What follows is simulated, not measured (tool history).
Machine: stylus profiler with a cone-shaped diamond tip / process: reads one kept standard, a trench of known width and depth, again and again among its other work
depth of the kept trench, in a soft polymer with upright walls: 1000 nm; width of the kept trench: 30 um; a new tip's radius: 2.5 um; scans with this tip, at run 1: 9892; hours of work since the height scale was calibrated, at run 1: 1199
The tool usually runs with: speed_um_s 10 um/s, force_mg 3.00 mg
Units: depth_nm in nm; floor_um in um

run   hour  speed_um_s  force_mg  scans with this tip  hours of work since the height scale was calibrated  depth_nm  floor_um
  1    0.0          10      3.00                 9892                                                 1199   1007.48     22.91
  2   31.3          10      3.00                10086                                                 1222   1007.26     22.89
  3   64.4          10      3.00                10292                                                 1247   1007.52     22.89
  4  117.1          10      3.00                10619                                                 1287   1006.98     22.76
  5  145.6           6      3.00                10796                                                 1308   1006.73     22.77
  6  168.9           6      3.00                10940                                                 1326   1006.67     22.74
  7  202.4          14      3.00                11148                                                 1351   1007.06     22.64
  8  236.4          10      4.47                11359                                                 1376   1009.59     22.64
  9  267.4          10      4.47                11552                                                 1400   1010.28     22.59
 10  293.1           6      4.47                11711                                                 1419   1009.97     22.58
     316.8  -- height scale calibrated on a step standard
 11  332.8           6      4.47                11954                                                   12   1013.97     22.51
 12  384.3           4      3.71                12273                                                   51   1012.17     22.46
     405.9  -- new tip fitted, height scale calibrated
 13  409.1           4      3.71                   20                                                    2   1013.21     25.88
 14  461.7           4      3.71                  346                                                   42   1012.61     25.78
 15  496.5          10      1.37                  563                                                   68   1006.25     25.62
 16  528.5          10      1.37                  761                                                   92   1006.74     25.63
 17  556.6          10      1.37                  935                                                  113   1006.22     25.51
 18  589.6          11      5.47                 1140                                                  138   1015.90     25.40
 19  634.7           3      1.50                 1420                                                  172   1006.82     25.37
 20  668.1           8      1.50                 1627                                                  197   1006.17     25.25
 21  701.1           2      4.58                 1832                                                  222   1013.68     25.20

Forecast each of these 5 alternatives for the next run:
  A  753.2           3      6.81                 2155                                                  261         ?         ?
  B  753.2          13      2.85                 2155                                                  261         ?         ?
  C  753.2           2      2.22                 2155                                                  261         ?         ?
  D  753.2           5      5.23                 2155                                                  261         ?         ?
  E  753.2           2      1.37                 2155                                                  261         ?         ?

run  depth_nm  floor_um
  A   1018.30     25.09
  B   1010.19     25.06
  C   1008.63     25.11
  D   1015.41     25.09
  E   1005.73     25.09
Had the tool no hidden state, the same runs would have come out as:
run  depth_nm  floor_um
  A   1019.04     25.98
  B   1010.92     25.94
  C   1009.37     25.99
  D   1016.15     25.97
  E   1006.46     25.97
